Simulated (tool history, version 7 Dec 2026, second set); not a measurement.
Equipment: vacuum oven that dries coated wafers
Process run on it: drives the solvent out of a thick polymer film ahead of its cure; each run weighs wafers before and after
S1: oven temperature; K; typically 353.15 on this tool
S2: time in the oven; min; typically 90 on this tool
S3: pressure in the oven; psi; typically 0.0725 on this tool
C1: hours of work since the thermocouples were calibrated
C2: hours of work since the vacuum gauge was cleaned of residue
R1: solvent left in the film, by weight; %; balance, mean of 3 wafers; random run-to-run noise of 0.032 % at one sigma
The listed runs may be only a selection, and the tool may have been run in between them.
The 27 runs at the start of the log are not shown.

run   hour      S1   S2      S3   C1   C2    R1
 28  327.1  341.15  134  0.2541  619   73  8.22
 29  342.4  341.15  134  0.2541  629   83  8.17
 30  349.6  341.15  134  0.2541  634   88  8.25
 31  363.6  349.15  136  0.2704  643   97  4.48
 32  379.6  349.15  136  0.2704  653  107  4.45
 33  391.7  350.15   93  0.1867  661  115  6.02
 34  406.0  356.15   49  0.1176  670  124  7.17
 35  414.0  356.15   49  0.1176  676  129  7.22
 36  430.5  367.15   90  0.1566  686  140  0.82
 37  440.3  367.15   90  0.1566  693  147  0.79
 38  452.2  360.15   90  0.0857  700  154  2.11
 39  464.5  366.15   90  0.0579  708  162  0.77
 40  472.9  362.15   90  0.0818  714  168  1.59
 41  484.2  362.15   90  0.0818  721  175  1.58
 42  497.8  353.15   90  0.1376  730  184  4.76

4 options for the next run, each taken on its own from the tool as it stands now. Forecast them:
  A  511.4  349.15   50  0.1001  739  193   ?
  B  511.4  343.15   48  0.2730  739  193   ?
  C  511.4  353.15   90  0.1376  739  193   ?
  D  511.4  353.15  109  0.0725  739  193   ?

run     R1
  A   9.96
  B  12.88
  C   4.73
  D   3.53
Without the tool's unlogged condition, the same runs would have read:
run     R1
  A  10.43
  B  13.27
  C   5.24
  D   3.98
